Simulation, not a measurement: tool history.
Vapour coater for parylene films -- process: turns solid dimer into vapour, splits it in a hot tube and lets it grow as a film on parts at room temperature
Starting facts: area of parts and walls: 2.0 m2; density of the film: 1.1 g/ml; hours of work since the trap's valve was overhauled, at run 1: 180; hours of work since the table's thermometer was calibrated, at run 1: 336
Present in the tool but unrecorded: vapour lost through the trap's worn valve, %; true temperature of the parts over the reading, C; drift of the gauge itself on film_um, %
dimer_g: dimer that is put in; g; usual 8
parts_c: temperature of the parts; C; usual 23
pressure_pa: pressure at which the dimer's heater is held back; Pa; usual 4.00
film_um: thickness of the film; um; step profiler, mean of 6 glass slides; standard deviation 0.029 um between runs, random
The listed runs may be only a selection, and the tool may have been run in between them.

run   hour  dimer_g  parts_c  pressure_pa  hours of work since the trap's valve was overhauled  hours of work since the table's thermometer was calibrated  film_um
  1    0.0        8       23         4.00                                                  180                                                         336     2.52
  2   19.7        8       23         4.00                                                  191                                                         347     2.52
  3   32.1        8       23        11.62                                                  199                                                         354     2.19
  4   42.3        8       23        11.62                                                  204                                                         360     2.20
      51.3  -- trap's valve overhauled
  5   70.3        8       23        11.62                                                   11                                                         374     2.08
      91.8  -- trap's valve overhauled, once more
  6   91.8        8       23         6.03                                                    0                                                         384     2.46
  7  114.2        8       23         6.03                                                   13                                                         397     2.48
  8  124.8        9       23         4.00                                                   19                                                         403     2.92
  9  144.2        9       16         4.00                                                   30                                                         414     3.99
 10  162.8        9       16         4.00                                                   40                                                         424     3.92
 11  186.2        8       23         4.00                                                   54                                                         438     2.61
 12  200.8        8       27         4.00                                                   62                                                         446     2.13
 13  219.1        8       27         4.00                                                   72                                                         456     2.16
 14  241.0        8       27         4.00                                                   85                                                         469     2.15
 15  257.0        8       23         4.00                                                   94                                                         478     2.61
 16  269.3        8       23         4.00                                                  101                                                         485     2.56
 17  283.9        8       23         4.00                                                  109                                                         493     2.57
 18  294.8        8       23         4.00                                                  116                                                         499     2.56
 19  305.1        8       35         4.00                                                  121                                                         505     1.47
 20  327.4        8       35         4.00                                                  134                                                         518     1.45
 21  339.8        8       35         4.00                                                  141                                                         525     1.44
 22  362.0       12       30         3.88                                                  154                                                         538     2.83
 23  372.9       12       30         3.88                                                  160                                                         544     2.71
 24  385.7        4       30         2.05                                                  167                                                         551     1.03
 25  405.9        6       16         3.28                                                  179                                                         563     2.51
 26  416.0        6       16         3.28                                                  185                                                         568     2.55
 27  429.1        9       17         3.10                                                  192                                                         576     3.75
 28  439.9        7       17         3.44                                                  198                                                         582     2.93
 29  452.1        5       16         8.70                                                  205                                                         589     1.94
     460.5  -- trap's valve overhauled
 30  468.1        5       16         8.70                                                    4                                                         596     2.03
 31  480.7        7       22         6.67                                                   11                                                         603     2.21
 32  500.5        8       16         4.00                                                   23                                                         614     3.49
 33  523.8        8       18         6.80                                                   36                                                         628     3.04
 34  541.0        7       30        11.00                                                   46                                                         637     1.48
 35  562.5        7       30        11.00                                                   58                                                         650     1.39
 36  581.6        7       30        11.00                                                   69                                                         660     1.45
 37  602.9        5       19         4.00                                                   81                                                         673     1.89
 38  613.2        9       17         9.10                                                   87                                                         678     3.39
 39  627.5        3       15         3.40                                                   95                                                         687     1.29
 40  638.7        3       15         5.19                                                  101                                                         693     1.27
 41  651.6        8       23         7.34                                                  109                                                         700     2.34
 42  668.8        9       23        10.84                                                  119                                                         710     2.48

Here are 4 independent what-if runs from the current tool condition. What would each one return?
  A  680.9       13       29         8.83                                                  125                                                         717        ?
  B  680.9        6       23         4.00                                                  125                                                         717        ?
  C  680.9        8       19         4.00                                                  125                                                         717        ?
  D  680.9       12       23         9.79                                                  125                                                         717        ?

run  film_um
  A     2.82
  B     1.90
  C     3.01
  D     3.39
Had the tool no hidden state, the same runs would have come out as:
run  film_um
  A     3.00
  B     2.02
  C     3.20
  D     3.61

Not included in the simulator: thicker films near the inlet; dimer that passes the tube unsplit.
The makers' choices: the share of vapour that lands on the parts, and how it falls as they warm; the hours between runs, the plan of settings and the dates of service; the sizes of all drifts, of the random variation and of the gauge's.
